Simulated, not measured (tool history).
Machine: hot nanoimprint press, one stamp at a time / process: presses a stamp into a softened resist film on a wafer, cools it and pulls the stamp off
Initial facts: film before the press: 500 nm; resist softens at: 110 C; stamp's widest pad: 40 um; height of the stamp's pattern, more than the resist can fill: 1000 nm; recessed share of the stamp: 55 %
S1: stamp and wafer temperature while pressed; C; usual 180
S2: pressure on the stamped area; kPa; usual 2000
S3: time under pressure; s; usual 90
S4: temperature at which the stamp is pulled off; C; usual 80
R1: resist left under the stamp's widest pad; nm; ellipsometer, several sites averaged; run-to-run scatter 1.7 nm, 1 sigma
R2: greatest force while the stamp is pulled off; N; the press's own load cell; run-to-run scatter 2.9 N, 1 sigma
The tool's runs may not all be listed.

run 1 hour=0.0 | S1=180 S2=2000 S3=90 S4=80 | R1=269.8 R2=144
run 2 hour=81.0 | S1=180 S2=2000 S3=90 S4=80 | R1=273.2 R2=146
run 3 hour=123.1 | S1=180 S2=2000 S3=90 S4=80 | R1=270.3 R2=145
run 4 hour=162.9 | S1=180 S2=2000 S3=90 S4=80 | R1=272.6 R2=144
run 5 hour=247.7 | S1=180 S2=2000 S3=50 S4=80 | R1=317.1 R2=145
run 6 hour=345.4 | S1=180 S2=2000 S3=50 S4=80 | R1=321.4 R2=146
run 7 hour=421.6 | S1=180 S2=2000 S3=60 S4=80 | R1=302.3 R2=144
run 8 hour=505.5 | S1=180 S2=2000 S3=60 S4=80 | R1=302.4 R2=145
run 9 hour=577.6 | S1=175 S2=2000 S3=60 S4=80 | R1=355.2 R2=145
run 10 hour=654.3 | S1=175 S2=2000 S3=60 S4=80 | R1=349.2 R2=147
run 11 hour=743.1 | S1=175 S2=2000 S3=60 S4=87 | R1=350.7 R2=113
run 12 hour=800.9 | S1=175 S2=2000 S3=60 S4=80 | R1=349.9 R2=146
run 13 hour=892.3 | S1=175 S2=2000 S3=60 S4=80 | R1=351.7 R2=141
run 14 hour=967.9 | S1=175 S2=2000 S3=60 S4=80 | R1=349.1 R2=140
run 15 hour=1061.6 | S1=175 S2=2000 S3=60 S4=80 | R1=352.8 R2=148
run 16 hour=1129.1 | S1=175 S2=2000 S3=60 S4=80 | R1=349.0 R2=149
run 17 hour=1216.2 | S1=180 S2=2870 S3=108 S4=80 | R1=208.8 R2=144
run 18 hour=1267.3 | S1=180 S2=2000 S3=90 S4=82 | R1=271.7 R2=134
run 19 hour=1331.9 | S1=177 S2=1450 S3=53 S4=73 | R1=383.1 R2=175
run 20 hour=1424.8 | S1=177 S2=1450 S3=145 S4=73 | R1=304.8 R2=175
run 21 hour=1501.7 | S1=191 S2=1740 S3=168 S4=74 | R1=168.2 R2=167
run 22 hour=1541.8 | S1=191 S2=1740 S3=168 S4=74 | R1=165.5 R2=167
run 23 hour=1616.5 | S1=180 S2=2000 S3=133 S4=80 | R1=241.5 R2=143
run 24 hour=1672.0 | S1=172 S2=1890 S3=90 S4=70 | R1=351.3 R2=189
run 25 hour=1725.9 | S1=170 S2=2690 S3=74 S4=72 | R1=339.7 R2=179
run 26 hour=1819.6 | S1=186 S2=2690 S3=74 S4=82 | R1=202.3 R2=133
run 27 hour=1884.6 | S1=186 S2=2690 S3=74 S4=82 | R1=202.4 R2=140
run 28 hour=1956.9 | S1=180 S2=1480 S3=66 S4=73 | R1=342.3 R2=175
run 29 hour=2005.5 | S1=180 S2=1480 S3=66 S4=73 | R1=335.6 R2=182
run 30 hour=2092.4 | S1=180 S2=1480 S3=66 S4=73 | R1=339.6 R2=178

The log once held 13 entries between its listed runs, left out of this copy. Where does each go, and what is different about the tool's unlogged condition between the listed run before it and the listed run after it?
After run 1, before run 2: stamp cleaned and given a new release coat (hour 13.8)
  true temperature over the reading, C: -0.07 -> -0.08; pressure that arrives at the usual setting, %: 99.93 -> 99.91; grip of the stamp's worn release coat, % over a new coat's: 0.8 -> 0.2
After run 4, before run 5: plate thermocouple calibrated (hour 184.6)
  true temperature over the reading, C: -0.1 -> -0.03; pressure that arrives at the usual setting, %: 99.9 -> 99.89; grip of the stamp's worn release coat, % over a new coat's: 0.5 -> 0.7
After run 5, before run 6: stamp cleaned and given a new release coat (hour 289.3)
  true temperature over the reading, C: -0.03 -> -0.05; pressure that arrives at the usual setting, %: 99.89 -> 99.88; grip of the stamp's worn release coat, % over a new coat's: 0.7 -> 0.2
After run 8, before run 9: stamp cleaned and given a new release coat (hour 565.0)
  true temperature over the reading, C: -0.08 -> -0.09; pressure that arrives at the usual setting, %: 99.85 -> 99.84; grip of the stamp's worn release coat, % over a new coat's: 0.7 -> 0
After run 11, before run 12: plate thermocouple calibrated (hour 767.8)
  true temperature over the reading, C: -0.12 -> -0.01; pressure that arrives at the usual setting, %: 99.82 -> 99.81; grip of the stamp's worn release coat, % over a new coat's: 0.5 -> 0.7
After run 12, before run 13: stamp cleaned and given a new release coat (hour 838.0)
  true temperature over the reading, C: -0.01 -> -0.02; pressure that arrives at the usual setting, %: 99.81 -> 99.8; grip of the stamp's worn release coat, % over a new coat's: 0.7 -> 0.2
After run 15, before run 16: stamp cleaned and given a new release coat (hour 1106.0)
  true temperature over the reading, C: -0.05 -> -0.06; pressure that arrives at the usual setting, %: 99.77 -> 99.76; grip of the stamp's worn release coat, % over a new coat's: 0.7 -> 0.1
After run 19, before run 20: plate thermocouple calibrated (hour 1351.8); stamp cleaned and given a new release coat (hour 1381.2)
  true temperature over the reading, C: -0.1 -> -0.01; pressure that arrives at the usual setting, %: 99.74 -> 99.72; grip of the stamp's worn release coat, % over a new coat's: 0.7 -> 0.1
After run 23, before run 24: press's hydraulic seals changed and the load cell set to zero (hour 1648.1); stamp cleaned and given a new release coat (hour 1662.1)
  true temperature over the reading, C: -0.04 -> -0.05; pressure that arrives at the usual setting, %: 99.7 -> 99.97; grip of the stamp's worn release coat, % over a new coat's: 0.7 -> 0
After run 27, before run 28: stamp cleaned and given a new release coat (hour 1934.0); plate thermocouple calibrated (hour 1945.4)
  true temperature over the reading, C: -0.09 -> 0; pressure that arrives at the usual setting, %: 99.94 -> 99.93; grip of the stamp's worn release coat, % over a new coat's: 0.7 -> 0.1
